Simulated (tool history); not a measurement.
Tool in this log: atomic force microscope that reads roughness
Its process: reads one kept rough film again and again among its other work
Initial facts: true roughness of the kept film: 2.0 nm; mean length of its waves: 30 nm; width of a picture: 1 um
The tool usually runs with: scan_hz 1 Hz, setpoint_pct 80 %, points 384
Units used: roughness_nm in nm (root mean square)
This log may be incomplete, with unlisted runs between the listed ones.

run   hour  scan_hz  setpoint_pct  points  roughness_nm
  1      0        1            80     384         1.683
  2   13.8        1            80     672         1.675
  3   28.7        1            80     672         1.677
      31.7  -- new tip fitted
  4   44.5        1            79     384         1.794
  5   55.9        1            80     545         1.783
  6   78.4        1            80     545         1.786
  7   93.1        1            80     384         1.767
  8  104.8        1            80     384          1.76
  9  129.4        1            80     384         1.749
 10  141.4     1.37            60     384         1.789
 11  168.9        1            61     384         1.776
 12  186.9     1.89            68     339         1.718

Run 13, settings as shown, results not yet in. Your forecast:
 13  211.7     1.89            68     606             ?

{"run 13": {"roughness_nm": 1.699}}
The same run, on a tool lacking any hidden state, would have yielded roughness_nm 1.799 nm (root mean square).

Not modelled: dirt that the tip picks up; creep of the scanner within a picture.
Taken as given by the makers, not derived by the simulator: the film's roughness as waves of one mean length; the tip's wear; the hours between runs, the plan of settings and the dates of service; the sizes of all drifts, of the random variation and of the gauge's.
